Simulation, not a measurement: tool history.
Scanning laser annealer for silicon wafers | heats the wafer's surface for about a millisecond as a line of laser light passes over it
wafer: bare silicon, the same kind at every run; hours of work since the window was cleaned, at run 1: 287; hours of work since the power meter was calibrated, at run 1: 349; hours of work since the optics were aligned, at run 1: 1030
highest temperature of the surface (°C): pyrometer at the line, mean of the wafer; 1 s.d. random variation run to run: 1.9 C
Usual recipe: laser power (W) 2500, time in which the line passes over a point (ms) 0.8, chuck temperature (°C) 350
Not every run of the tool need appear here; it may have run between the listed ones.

run,hour,laser power (W),time in which the line passes over a point (ms),chuck temperature (°C),hours of work since the window was cleaned,hours of work since the power meter was calibrated,hours of work since the optics were aligned,highest temperature of the surface (°C)
1,0,2500,0.8,350,287,349,1030,1142
2,45.8,2500,0.8,350,319,380,1062,1146
3,69.6,2500,0.8,350,335,397,1078,1141
4,105.1,2500,0.8,385,360,422,1103,1178
5,154.5,2500,0.8,385,394,456,1137,1177
6,186.3,2310,0.8,350,416,478,1159,1067
7,223.7,2310,0.8,350,442,504,1185,1068
# hour 228: window over the wafer cleaned
8,254.4,2310,0.8,350,18,524,1205,1070
9,298.1,2310,0.8,350,49,554,1235,1067
10,322.9,2310,0.8,350,66,571,1253,1071
11,344.1,2500,0.674,350,81,586,1267,1089
12,366.2,2500,0.674,350,96,601,1283,1091
13,409.6,2500,0.674,350,126,631,1313,1088
14,430.7,2500,0.674,350,141,646,1327,1090
15,470.3,2500,0.8,350,168,674,1355,1143
16,493.4,2500,0.8,350,184,690,1371,1148
17,531.7,2500,0.8,350,211,716,1398,1146
18,561.2,2500,0.8,350,231,737,1418,1145
19,594.5,2500,0.8,350,254,760,1441,1144
20,630.5,2500,0.8,350,279,785,1466,1140
21,650.6,2143,0.588,319,293,799,1480,894
22,673.3,2500,0.8,349,309,815,1496,1143
23,719.4,2573,0.595,322,341,847,1528,1050
24,754.1,2266,0.8,350,365,871,1552,1048
25,775.7,2500,0.755,350,380,886,1567,1126
26,798.3,2500,0.755,350,396,901,1583,1123
27,828.1,2409,0.712,344,416,922,1603,1067
# hour 870.6: window over the wafer cleaned
28,874.6,2279,0.712,343,3,953,1634,1016
29,916.8,2279,0.712,343,32,982,1663,1016
30,966.1,2624,0.69,343,66,1016,1698,1133
# hour 988.4: optics aligned, line set to its width
31,1019.1,2624,0.69,343,100,1050,21,1133
32,1048.9,2624,0.69,343,120,1070,42,1139
33,1093.6,2740,0.632,350,151,1101,73,1157
34,1121.7,2740,0.632,350,171,1121,93,1153
35,1165.4,2740,0.632,350,201,1151,123,1153
36,1203,2740,0.621,359,227,1177,149,1159
37,1237.1,2740,0.621,359,251,1201,173,1160
38,1278.6,2472,0.679,314,280,1230,201,1043
39,1317.2,2624,0.601,366,306,1256,228,1112
40,1357.9,2624,0.601,366,335,1285,256,1115

What differs in the tool's unlogged condition from the final listed run ahead of each entry between runs to the first listed run following it?
Runs 7 to 8: window over the wafer cleaned (hour 228)
  light that passes the window, % of a clean one's: 99.93 -> 100
Runs 27 to 28: window over the wafer cleaned (hour 870.6)
  light that passes the window, % of a clean one's: 99.94 -> 100
Runs 30 to 31: optics aligned, line set to its width (hour 988.4)
  light that passes the window, % of a clean one's: 99.99 -> 99.98; width of the line over the set one, %: 0.02 -> 0
